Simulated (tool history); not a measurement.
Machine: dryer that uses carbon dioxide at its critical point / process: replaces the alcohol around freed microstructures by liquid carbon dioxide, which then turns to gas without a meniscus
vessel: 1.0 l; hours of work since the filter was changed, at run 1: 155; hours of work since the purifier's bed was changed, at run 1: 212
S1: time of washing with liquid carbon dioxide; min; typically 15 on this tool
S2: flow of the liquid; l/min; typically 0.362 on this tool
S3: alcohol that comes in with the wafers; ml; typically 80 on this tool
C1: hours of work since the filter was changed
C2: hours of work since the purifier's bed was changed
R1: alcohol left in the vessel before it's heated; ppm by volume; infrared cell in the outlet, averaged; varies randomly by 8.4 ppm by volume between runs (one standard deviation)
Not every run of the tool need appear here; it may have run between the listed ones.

| run | hour | S1 | S2 | S3 | C1 | C2 | R1 |
|---|---|---|---|---|---|---|---|
| 1 | 0 | 15 | 0.362 | 80 | 155 | 212 | 707 |
| 2 | 15.6 | 15 | 0.362 | 80 | 161 | 218 | 737 |
| 3 | 34.5 | 15 | 0.362 | 80 | 168 | 225 | 747 |
| 4 | 49.5 | 15 | 0.362 | 80 | 174 | 231 | 728 |
| 5 | 61.3 | 15 | 0.372 | 80 | 178 | 235 | 655 |
| 6 | 84.4 | 15 | 0.372 | 80 | 187 | 244 | 683 |
| 7 | 102.5 | 15 | 0.233 | 80 | 194 | 251 | 4493 |
| 8 | 125.5 | 15 | 0.233 | 80 | 203 | 260 | 4325 |
| 9 | 141.9 | 15 | 0.362 | 80 | 209 | 266 | 825 |
| 10 | 165.3 | 15 | 0.362 | 80 | 218 | 275 | 859 |
| 11 | 186.3 | 15 | 0.362 | 80 | 226 | 283 | 864 |
|  | 206.4 | inlet filter changed |
| 12 | 210.5 | 15 | 0.362 | 80 | 2 | 292 | 505 |
| 13 | 228.1 | 15 | 0.362 | 80 | 8 | 299 | 499 |
| 14 | 242.4 | 15 | 0.362 | 80 | 14 | 304 | 518 |
| 15 | 254.3 | 15 | 0.362 | 80 | 18 | 309 | 530 |
| 16 | 275.7 | 15 | 0.362 | 80 | 27 | 317 | 537 |
| 17 | 289.6 | 15 | 0.252 | 80 | 32 | 323 | 2586 |
| 18 | 307.8 | 15 | 0.609 | 80 | 39 | 330 | 49 |
| 19 | 329.3 | 21 | 0.578 | 37 | 47 | 338 | 52 |
| 20 | 345.1 | 17 | 0.362 | 80 | 53 | 344 | 306 |
| 21 | 358.5 | 15 | 0.253 | 100 | 58 | 349 | 3327 |
| 22 | 368.2 | 15 | 0.253 | 100 | 62 | 353 | 3367 |
| 23 | 381.2 | 15 | 0.253 | 100 | 67 | 358 | 3369 |
| 24 | 399.9 | 20 | 0.362 | 76 | 74 | 365 | 150 |
| 25 | 413.7 | 11 | 0.362 | 99 | 80 | 370 | 2640 |
| 26 | 432.3 | 16 | 0.329 | 85 | 87 | 377 | 795 |
| 27 | 449.6 | 9 | 0.371 | 57 | 93 | 384 | 2805 |

3 ways to go on from here, each from the tool as it stands after run 27. What would each give?
| A | 467.3 | 20 | 0.591 | 21 | 100 | 391 | ? |
| B | 467.3 | 10 | 0.239 | 57 | 100 | 391 | ? |
| C | 467.3 | 15 | 0.251 | 31 | 100 | 391 | ? |

| run | R1 |
|---|---|
| A | 48 |
| B | 7044 |
| C | 1188 |
Without the tool's hidden state the same runs would have given:
| run | R1 |
|---|---|
| A | 0 |
| B | 6189 |
| C | 939 |

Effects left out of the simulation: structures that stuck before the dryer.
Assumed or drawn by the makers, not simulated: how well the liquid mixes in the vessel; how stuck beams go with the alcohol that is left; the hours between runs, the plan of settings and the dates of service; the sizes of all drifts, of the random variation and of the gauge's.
